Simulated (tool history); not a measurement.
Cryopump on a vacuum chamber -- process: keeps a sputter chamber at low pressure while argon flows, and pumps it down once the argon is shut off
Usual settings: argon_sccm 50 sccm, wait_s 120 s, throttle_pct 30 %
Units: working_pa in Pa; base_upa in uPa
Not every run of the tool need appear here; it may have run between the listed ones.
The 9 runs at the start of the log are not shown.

run	hour	argon_sccm	wait_s	throttle_pct	working_pa	base_upa
10	100.8	50	255	24	0.3164	1.97
11	112.3	50	120	22	0.3465	2.33
12	121.0	50	120	30	0.2576	2.25
13	131.7	50	120	30	0.2588	2.26
14	148.0	50	120	34	0.2283	2.27
15	163.4	50	99	30	0.2594	2.46
16	173.1	50	99	30	0.2597	2.50
17	180.6	50	120	57	0.1423	2.33
18	188.6	50	120	57	0.1427	2.35
19	202.7	70	221	57	0.2025	2.08
20	218.7	70	221	57	0.2046	2.11
# hour 231.2: pump warmed up, emptied and cooled again
21	237.6	44	274	38	0.1714	1.84
22	253.2	24	31	38	0.0942	3.94
23	268.8	24	31	38	0.0922	3.84
24	283.4	50	56	22	0.3385	2.95
25	293.7	50	56	22	0.3385	2.89
26	304.8	30	56	23	0.1930	2.89
27	317.7	30	195	29	0.1531	1.98
28	326.6	71	112	34	0.3160	2.30
29	333.4	47	22	22	0.3193	5.11
30	347.9	46	294	56	0.1258	1.80
31	359.2	50	120	20	0.3772	2.32
32	368.2	50	120	20	0.3768	2.27
33	379.6	50	170	35	0.2168	2.07
34	387.6	74	24	48	0.2378	4.81

Alternative continuations, all from the tool just after run 34; predict every row:
A	394.9	38	152	34	?	?
B	394.9	72	278	48	?	?
C	394.9	50	120	19	?	?
D	394.9	89	120	40	?	?

run	working_pa	base_upa
A	0.1697	2.19
B	0.2311	1.93
C	0.3961	2.27
D	0.3432	2.23
Stripped of hidden state, with their random variation kept, the same runs would have yielded:
run	working_pa	base_upa
A	0.1647	0.78
B	0.2216	0.54
C	0.3894	0.88
D	0.3313	0.86
